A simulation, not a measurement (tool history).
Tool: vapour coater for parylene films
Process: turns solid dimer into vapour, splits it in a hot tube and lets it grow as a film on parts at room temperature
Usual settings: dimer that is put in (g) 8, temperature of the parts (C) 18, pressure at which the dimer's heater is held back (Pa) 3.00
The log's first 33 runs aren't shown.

run   hour  dimer that is put in (g)  temperature of the parts (C)  pressure at which the dimer's heater is held back (Pa)  hours of work since the trap's valve was overhauled  hours of work since the table's thermometer was calibrated  thickness of the film (nm)
 34  472.8                         3                            11                                                    5.84                                                  510                                                         793                        1870
 35  492.1                         4                            30                                                    4.60                                                  522                                                         805                        1040
 36  503.7                        12                            13                                                    6.83                                                  529                                                         813                        6670
 37  516.3                         4                            18                                                   11.90                                                  538                                                         821                        1650
 38  536.5                         8                            13                                                    3.26                                                  550                                                         833                        4840
 39  545.1                         9                            16                                                    9.03                                                  556                                                         839                        4200
 40  553.9                        11                            16                                                    9.03                                                  561                                                         844                        5190
 41  562.3                         4                            14                                                    7.11                                                  567                                                         850                        2120
     574.0  -- trap's valve overhauled
 42  584.3                         4                            14                                                    7.11                                                    7                                                         861                        2110
 43  600.4                         8                            22                                                    2.52                                                   17                                                         871                        3220
 44  611.3                         8                            22                                                    2.12                                                   24                                                         878                        3330
 45  628.4                         6                            17                                                    3.69                                                   35                                                         889                        2980
 46  638.8                        12                            27                                                    3.08                                                   41                                                         896                        3770

5 ways to go on from here, each from the tool as it stands after run 46. What would each give?
  A  652.6                         8                            18                                                    8.57                                                   50                                                         905                           ?
  B  652.6                         6                            27                                                    3.08                                                   50                                                         905                           ?
  C  652.6                         8                            15                                                    3.00                                                   50                                                         905                           ?
  D  652.6                         9                            10                                                    9.78                                                   50                                                         905                           ?
  E  652.6                         9                            11                                                   10.67                                                   50                                                         905                           ?

run  thickness of the film (nm)
  A                        3430
  B                        1890
  C                        4400
  D                        5620
  E                        5280
Without the tool's hidden state the same runs would have given:
run  thickness of the film (nm)
  A                        3420
  B                        1890
  C                        4400
  D                        5610
  E                        5280
